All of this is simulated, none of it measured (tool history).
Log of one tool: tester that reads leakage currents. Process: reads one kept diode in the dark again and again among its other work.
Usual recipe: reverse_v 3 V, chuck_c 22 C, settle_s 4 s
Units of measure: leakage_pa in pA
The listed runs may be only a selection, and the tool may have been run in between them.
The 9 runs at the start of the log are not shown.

run	hour	reverse_v	chuck_c	settle_s	hours of work since the probe card was cleaned	hours of work since the tester was calibrated	hours of work since the chuck was calibrated	leakage_pa
10	1060.5	1.55	22	4	1079	1321	1079	58.94
11	1152.5	4.74	22	4	1130	1371	1130	105.96
12	1270.3	4.74	22	4	1194	1436	1194	106.31
13	1417.8	4.74	22	4	1275	1517	1275	105.74
# hour 1449.2: probe card cleaned and baked
14	1566.2	4.74	22	4	64	1596	1354	95.2
15	1683.2	3	22	4	128	1660	1418	75.55
16	1750.1	3	22	4	165	1697	1455	75.24
17	1821.8	3	24	3.27	204	1736	1494	90.04
18	1937	3	24	3.27	267	1799	1557	89.33
19	2009.6	3	24	3.27	307	1839	1597	89.81
20	2109.4	3	49	1.25	361	1893	1652	671.56
21	2254.2	2.53	22	2.29	441	1973	1731	68.47
# hour 2378.5: chuck's temperature calibrated
22	2378.5	8.04	57	4	507	2040	0	2281.31
23	2444.5	3.7	57	7.18	544	2076	36	1554.5
24	2548.6	8.17	57	1.09	601	2133	93	2284.44
25	2612.3	8.17	57	1.09	635	2168	128	2279.8
26	2699	3	57	2.75	683	2215	175	1387.27
27	2794.8	4.75	47	1.72	735	2267	228	838.16
28	2907.8	1.69	25	4.37	797	2329	290	85.38
29	3013.7	3	24	4	855	2387	348	105.9
30	3168.6	3	21	0.66	940	2472	432	83.07
31	3252.6	3	26	0.39	986	2518	478	125.87

For run 32, what comes out?
32	3390	3	26	0.39	1061	2593	554	?

Run 32 came out at leakage_pa 125.22 pA.
With no hidden state in the tool, this same run would have given leakage_pa 124.42 pA.
